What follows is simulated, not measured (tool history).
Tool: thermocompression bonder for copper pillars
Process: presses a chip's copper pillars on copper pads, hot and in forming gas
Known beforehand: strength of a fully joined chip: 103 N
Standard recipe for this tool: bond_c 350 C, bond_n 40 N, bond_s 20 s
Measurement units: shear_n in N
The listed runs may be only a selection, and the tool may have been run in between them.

run	hour	bond_c	bond_n	bond_s	shear_n
1	0.0	350	40	20	74.5
# hour 5.5: heater calibrated with a thermocouple chip
2	12.3	343	40	20	72.4
3	20.2	343	40	20	72.6
4	28.9	350	40	20	75.0
5	40.5	350	40	20	75.1
6	48.4	350	40	20	74.9
7	61.0	350	40	20	75.0
8	70.4	350	40	20	74.9
9	77.3	350	40	20	74.8
10	84.1	350	40	20	75.1
11	95.6	350	40	20	74.7
12	105.5	350	40	20	75.2
13	111.4	350	40	20	74.7
14	116.7	350	40	20	75.3
15	128.1	350	40	20	74.9
16	137.7	336	52	20	80.5
17	143.6	336	52	20	80.7
18	155.5	336	52	20	80.3
19	161.9	338	40	16	66.2
20	168.1	352	55	16	84.5
21	175.2	323	55	33	86.4
22	187.4	323	55	33	86.6
23	194.0	350	44	20	78.9
24	204.7	351	44	47	92.1
25	215.8	351	44	14	73.1

Run 26 has not been measured yet. What should we expect?
26	225.7	328	39	52	?

{"run 26": {"shear_n": 82.1}}
The same run, on a tool lacking any hidden state, would have yielded shear_n 82.1 N.

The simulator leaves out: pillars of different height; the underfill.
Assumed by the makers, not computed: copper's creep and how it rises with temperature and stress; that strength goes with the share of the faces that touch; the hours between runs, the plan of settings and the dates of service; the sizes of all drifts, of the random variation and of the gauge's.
